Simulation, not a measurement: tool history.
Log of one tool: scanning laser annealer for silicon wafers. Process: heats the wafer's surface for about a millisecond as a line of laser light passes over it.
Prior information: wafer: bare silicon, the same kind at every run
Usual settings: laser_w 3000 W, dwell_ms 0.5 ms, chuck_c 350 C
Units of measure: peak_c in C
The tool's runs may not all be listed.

| run | day | laser_w | dwell_ms | chuck_c | peak_c |
|---|---|---|---|---|---|
| 1 | 0 | 3000 | 0.5 | 350 | 1159 |
| 2 | 1.008 | 3000 | 0.5 | 350 | 1160 |
| 3 | 1.529 | 3000 | 0.5 | 350 | 1159 |
| 4 | 2.333 | 2559 | 0.5 | 350 | 1030 |
| 5 | 3.221 | 2559 | 0.5 | 384 | 1062 |
| 6 | 4.221 | 2559 | 0.5 | 384 | 1062 |
| 7 | 4.988 | 2559 | 0.5 | 311 | 985 |
| 8 | 5.758 | 2559 | 0.5 | 315 | 991 |
| 9 | 6.246 | 2559 | 0.5 | 315 | 994 |
| 10 | 7.171 | 3000 | 0.5 | 350 | 1155 |
| 11 | 7.754 | 3000 | 0.5 | 350 | 1153 |
| 12 | 8.746 | 3000 | 0.5 | 350 | 1150 |
| 13 | 9.675 | 3000 | 0.5 | 350 | 1151 |
| 14 | 10.738 | 3000 | 0.5 | 350 | 1153 |
| 15 | 11.475 | 3000 | 0.587 | 350 | 1216 |
| 16 | 12 | 3000 | 0.5 | 350 | 1152 |
| 17 | 13.046 | 3000 | 0.5 | 350 | 1150 |
| 18 | 13.646 | 3138 | 0.5 | 350 | 1193 |
| 19 | 14.458 | 3138 | 0.5 | 350 | 1194 |
|  | 15.454 | optics aligned, line set to its width |
| 20 | 15.458 | 2837 | 0.5 | 350 | 1113 |
| 21 | 16.067 | 2837 | 0.5 | 350 | 1110 |
| 22 | 16.933 | 3127 | 0.5 | 350 | 1192 |
| 23 | 17.829 | 3237 | 0.5 | 363 | 1235 |
| 24 | 18.942 | 3215 | 0.52 | 367 | 1250 |
| 25 | 19.504 | 3000 | 0.564 | 343 | 1196 |
| 26 | 20.188 | 2859 | 0.44 | 346 | 1064 |
| 27 | 20.671 | 2859 | 0.44 | 346 | 1066 |
| 28 | 21.462 | 2859 | 0.44 | 346 | 1061 |
| 29 | 22.079 | 3000 | 0.385 | 348 | 1054 |
|  | 22.283 | laser's power meter calibrated |
| 30 | 22.817 | 3248 | 0.573 | 350 | 1285 |
| 31 | 23.325 | 3248 | 0.573 | 350 | 1286 |
| 32 | 23.796 | 2881 | 0.362 | 366 | 1020 |
| 33 | 24.579 | 2881 | 0.362 | 366 | 1020 |
|  | 25.088 | laser's power meter calibrated, once more |
| 34 | 25.758 | 3000 | 0.539 | 351 | 1187 |
| 35 | 26.396 | 3000 | 0.539 | 351 | 1183 |
| 36 | 27.408 | 3286 | 0.374 | 387 | 1156 |
| 37 | 28.492 | 3286 | 0.374 | 387 | 1155 |
| 38 | 29.158 | 3286 | 0.405 | 328 | 1125 |
| 39 | 29.854 | 3286 | 0.405 | 382 | 1182 |
| 40 | 30.746 | 3286 | 0.405 | 382 | 1181 |
| 41 | 31.6 | 2914 | 0.5 | 320 | 1098 |

Predict each of these 3 candidate next runs independently; none follows another, all start after run 41:
| A | 32.442 | 2749 | 0.393 | 379 | ? |
| B | 32.442 | 2703 | 0.57 | 357 | ? |
| C | 32.442 | 2914 | 0.535 | 344 | ? |

| run | peak_c |
|---|---|
| A | 1024 |
| B | 1122 |
| C | 1145 |
With no hidden state in the tool, these same runs would have given:
| run | peak_c |
|---|---|
| A | 1039 |
| B | 1139 |
| C | 1163 |
